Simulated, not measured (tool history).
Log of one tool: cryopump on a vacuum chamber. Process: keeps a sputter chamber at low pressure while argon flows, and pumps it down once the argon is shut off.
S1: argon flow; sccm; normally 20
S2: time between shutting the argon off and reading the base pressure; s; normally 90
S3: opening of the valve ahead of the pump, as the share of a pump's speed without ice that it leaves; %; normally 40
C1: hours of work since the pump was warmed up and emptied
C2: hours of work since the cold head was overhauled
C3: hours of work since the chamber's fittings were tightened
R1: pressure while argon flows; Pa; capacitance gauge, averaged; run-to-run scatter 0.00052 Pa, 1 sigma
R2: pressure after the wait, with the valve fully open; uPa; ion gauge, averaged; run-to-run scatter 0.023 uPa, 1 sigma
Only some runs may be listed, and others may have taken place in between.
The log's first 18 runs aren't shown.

run 19 hour=1146.0 | S1=13 S2=247 S3=19 | C1=263 C2=1659 C3=193 | R1=0.0560 R2=0.55
run 20 hour=1231.7 | S1=13 S2=247 S3=19 | C1=326 C2=1722 C3=256 | R1=0.0559 R2=0.56
run 21 hour=1295.5 | S1=13 S2=247 S3=19 | C1=373 C2=1769 C3=303 | R1=0.0562 R2=0.57
run 22 hour=1349.8 | S1=13 S2=247 S3=19 | C1=413 C2=1809 C3=343 | R1=0.0564 R2=0.59
run 23 hour=1424.6 | S1=12 S2=126 S3=29 | C1=468 C2=1864 C3=398 | R1=0.0352 R2=0.85
run 24 hour=1475.1 | S1=12 S2=126 S3=29 | C1=505 C2=1902 C3=436 | R1=0.0356 R2=0.89
run 25 hour=1549.2 | S1=18 S2=237 S3=18 | C1=560 C2=1956 C3=490 | R1=0.0843 R2=0.69
run 26 hour=1616.6 | S1=20 S2=90 S3=48 | C1=610 C2=2006 C3=540 | R1=0.0398 R2=1.10
run 27 hour=1681.7 | S1=20 S2=90 S3=48 | C1=658 C2=2054 C3=588 | R1=0.0392 R2=1.12
-- hour=1704.6 pump warmed up, emptied and cooled again
run 28 hour=1756.0 | S1=20 S2=90 S3=19 | C1=38 C2=2105 C3=639 | R1=0.0840 R2=1.03
run 29 hour=1838.6 | S1=27 S2=218 S3=28 | C1=99 C2=2165 C3=699 | R1=0.0781 R2=0.68
run 30 hour=1903.1 | S1=27 S2=218 S3=28 | C1=146 C2=2213 C3=747 | R1=0.0786 R2=0.73
run 31 hour=1959.4 | S1=17 S2=37 S3=28 | C1=187 C2=2254 C3=788 | R1=0.0494 R2=2.02
run 32 hour=2016.3 | S1=9 S2=37 S3=47 | C1=229 C2=2296 C3=830 | R1=0.0156 R2=2.08
run 33 hour=2063.8 | S1=9 S2=37 S3=47 | C1=264 C2=2331 C3=865 | R1=0.0165 R2=2.03
run 34 hour=2147.2 | S1=13 S2=30 S3=16 | C1=326 C2=2393 C3=927 | R1=0.0666 R2=2.42

Below are 4 alternative next runs, each starting from the tool's condition after run 34. Predict each:
run A hour=2192.9 | S1=20 S2=36 S3=40 | C1=359 C2=2426 C3=960 | R1=? R2=?
run B hour=2192.9 | S1=30 S2=90 S3=53 | C1=359 C2=2426 C3=960 | R1=? R2=?
run C hour=2192.9 | S1=20 S2=289 S3=40 | C1=359 C2=2426 C3=960 | R1=? R2=?
run D hour=2192.9 | S1=20 S2=114 S3=36 | C1=359 C2=2426 C3=960 | R1=? R2=?

run=A R1=0.0429 R2=2.12
run=B R1=0.0504 R2=1.22
run=C R1=0.0430 R2=0.77
run=D R1=0.0486 R2=1.09
What these runs would have given with no unlogged condition in the tool:
run=A R1=0.0392 R2=1.68
run=B R1=0.0449 R2=0.78
run=C R1=0.0393 R2=0.33
run=D R1=0.0449 R2=0.63

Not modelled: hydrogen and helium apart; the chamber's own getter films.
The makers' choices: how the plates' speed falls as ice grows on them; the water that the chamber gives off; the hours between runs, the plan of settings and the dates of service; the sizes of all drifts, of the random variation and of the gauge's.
